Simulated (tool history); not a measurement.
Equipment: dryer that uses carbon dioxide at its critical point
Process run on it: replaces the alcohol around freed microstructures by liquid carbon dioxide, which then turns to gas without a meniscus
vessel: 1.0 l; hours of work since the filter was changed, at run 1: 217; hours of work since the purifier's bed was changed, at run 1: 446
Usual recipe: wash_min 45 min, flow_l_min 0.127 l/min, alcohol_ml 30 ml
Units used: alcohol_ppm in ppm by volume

| run | day | wash_min | flow_l_min | alcohol_ml | hours of work since the filter was changed | hours of work since the purifier's bed was changed | alcohol_ppm |
|---|---|---|---|---|---|---|---|
| 1 | 0.000 | 45 | 0.127 | 30 | 217 | 446 | 481 |
| 2 | 0.912 | 45 | 0.127 | 30 | 233 | 462 | 489 |
|  | 2.175 | inlet filter changed |
| 3 | 2.346 | 45 | 0.079 | 30 | 3 | 486 | 1566 |
| 4 | 4.058 | 45 | 0.079 | 30 | 33 | 515 | 1653 |
| 5 | 5.258 | 45 | 0.079 | 118 | 53 | 536 | 6576 |
| 6 | 7.175 | 45 | 0.079 | 118 | 86 | 569 | 6664 |
| 7 | 8.329 | 45 | 0.127 | 30 | 106 | 589 | 432 |
| 8 | 9.396 | 45 | 0.127 | 30 | 125 | 608 | 466 |
| 9 | 10.854 | 45 | 0.142 | 63 | 150 | 633 | 536 |
| 10 | 12.288 | 45 | 0.142 | 63 | 175 | 657 | 574 |
| 11 | 13.504 | 69 | 0.142 | 63 | 196 | 678 | 190 |
| 12 | 14.962 | 45 | 0.089 | 30 | 221 | 704 | 1714 |
| 13 | 16.104 | 35 | 0.127 | 45 | 240 | 723 | 1750 |
|  | 17.038 | inlet filter changed |
| 14 | 17.392 | 35 | 0.127 | 45 | 6 | 745 | 1199 |

Per-run results on a tool with no hidden state, each run keeping its own random variation:
Unlogged tool condition in this case: flow that reaches the vessel past the clogged filter, %; alcohol in the recycled carbon dioxide, ppm; drift of the gauge itself on alcohol_ppm, %.
| run | alcohol_ppm |
|---|---|
| 1 | 209 |
| 2 | 199 |
| 3 | 1426 |
| 4 | 1428 |
| 5 | 5773 |
| 6 | 5533 |
| 7 | 214 |
| 8 | 221 |
| 9 | 235 |
| 10 | 228 |
| 11 | 12 |
| 12 | 983 |
| 13 | 908 |
| 14 | 963 |

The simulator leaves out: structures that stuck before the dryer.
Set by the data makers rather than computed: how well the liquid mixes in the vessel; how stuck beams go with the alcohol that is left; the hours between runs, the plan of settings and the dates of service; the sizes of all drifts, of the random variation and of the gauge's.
